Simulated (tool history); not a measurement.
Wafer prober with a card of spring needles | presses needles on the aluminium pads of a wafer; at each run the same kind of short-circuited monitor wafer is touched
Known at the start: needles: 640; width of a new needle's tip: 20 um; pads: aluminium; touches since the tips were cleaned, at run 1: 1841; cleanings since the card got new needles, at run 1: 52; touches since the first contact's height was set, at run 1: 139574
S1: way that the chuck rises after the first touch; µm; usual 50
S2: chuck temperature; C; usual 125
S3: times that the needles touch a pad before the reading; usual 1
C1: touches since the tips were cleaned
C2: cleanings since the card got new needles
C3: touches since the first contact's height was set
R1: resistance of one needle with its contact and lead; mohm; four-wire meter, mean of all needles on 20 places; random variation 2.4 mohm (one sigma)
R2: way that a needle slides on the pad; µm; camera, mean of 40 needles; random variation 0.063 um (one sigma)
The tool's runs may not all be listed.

run,hour,S1,S2,S3,C1,C2,C3,R1,R2
1,0,50,125,1,1841,52,139574,398,11.84
# hour 1.6: tips cleaned on abrasive film
2,6.2,50,125,3,2036,53,142255,319,11.85
# hour 7.4: tips cleaned on abrasive film
3,11.6,50,125,1,1863,54,144598,399,11.77
# hour 12.7: tips cleaned on abrasive film
# hour 18.7: tips cleaned on abrasive film
4,20.6,50,125,1,842,56,148477,332,11.8
# hour 24.1: tips cleaned on abrasive film
5,25.5,50,125,1,607,57,150606,332,11.74
# hour 29.6: tips cleaned on abrasive film
6,31.5,50,125,1,826,58,153221,335,11.73
# hour 35.1: tips cleaned on abrasive film
# hour 40.5: tips cleaned on abrasive film
7,41,50,125,1,202,60,157323,293,11.78
# hour 46.6: tips cleaned on abrasive film
8,49.4,50,125,1,1241,61,160991,367,11.63
# hour 52.6: tips cleaned on abrasive film
9,57.8,50,125,1,2278,62,164645,406,11.81
# hour 58.4: tips cleaned on abrasive film
# hour 64.6: tips cleaned on abrasive film
10,66.1,50,125,1,653,64,168233,331,11.74
# hour 70.4: tips cleaned on abrasive film
11,75.6,50,125,1,2310,65,172398,428,11.7
# hour 76.5: tips cleaned on abrasive film
# hour 82.2: tips cleaned on abrasive film
12,85,50,125,1,1250,67,176441,367,11.57
# hour 86.8: height of the first contact set anew
# hour 88.4: tips cleaned on abrasive film
13,91.1,50,125,1,1208,68,1864,355,12.48
# hour 93.9: tips cleaned on abrasive film
14,96.2,50,125,1,1036,69,4078,344,12.45
# hour 99.4: tips cleaned on abrasive film
# hour 105.1: tips cleaned on abrasive film
15,106.3,50,125,1,545,71,8456,319,12.39
# hour 110.8: tips cleaned on abrasive film
# hour 116.4: tips cleaned on abrasive film
16,116.4,50,125,1,0,73,12810,286,12.35
# hour 122.2: tips cleaned on abrasive film
17,122.6,66,125,1,198,74,15518,276,16.29
18,127.1,32,125,2,2188,74,17508,490,7.8
# hour 127.7: tips cleaned on abrasive film
# hour 133.5: tips cleaned on abrasive film
19,137.6,30,125,2,1813,76,22022,492,7.37
# hour 139.2: tips cleaned on abrasive film
20,144.2,34,45,1,2181,77,24890,550,8.35
# hour 145.1: tips cleaned on abrasive film
# hour 150.7: tips cleaned on abrasive film
21,150.9,34,45,1,52,79,27763,302,8.5
22,155.4,50,125,1,2040,79,29751,396,12.3
# hour 156.8: tips cleaned on abrasive film
# hour 162.4: tips cleaned on abrasive film
23,163.1,35,107,2,276,81,33062,330,8.61
# hour 167.9: tips cleaned on abrasive film
24,171.2,56,109,2,1480,82,36626,312,13.84
# hour 173.4: tips cleaned on abrasive film
25,176,56,109,2,1182,83,38708,305,13.83
# hour 178.8: tips cleaned on abrasive film
26,181.4,65,97,3,1155,84,41028,273,16.04
# hour 184.4: tips cleaned on abrasive film
27,185.7,34,105,1,535,85,42864,375,8.23
# hour 190.5: tips cleaned on abrasive film
28,190.7,34,105,1,112,86,45058,342,8.19
# hour 195.9: tips cleaned on abrasive film
29,195.9,37,125,2,0,87,47294,302,9
# hour 201.8: tips cleaned on abrasive film
30,203.4,38,72,2,711,88,50571,338,9.25
# hour 207.7: tips cleaned on abrasive film
31,209.8,38,72,2,945,89,53363,351,9.26

Some steps in R1 between neighbouring runs. How much of each would the tool show without its hidden state too (settings, what came in, random variation), and how much is left for the hidden state, with any gauge scatter that isn't in both results?
The hidden state here: debris on the tips, nm; way that the needles fall short of the set height, um; tips' diameter, um; drift of the gauge itself on contact_mohm, %; drift of the gauge itself on scrub_um, %.
Run 10 -> 11: tips cleaned on abrasive film. R1 +97 mohm: hidden state +98, all else -1.
Run 17 -> 18: S1 66 -> 32, S3 1 -> 2. R1 +214 mohm: hidden state +176, all else +38.
Run 20 -> 21: tips cleaned on abrasive film, tips cleaned on abrasive film. R1 -248 mohm: hidden state -243, all else -5.
Run 26 -> 27: S1 65 -> 34, S2 97 -> 105, S3 3 -> 1, tips cleaned on abrasive film. R1 +102 mohm: hidden state +74, all else +28.
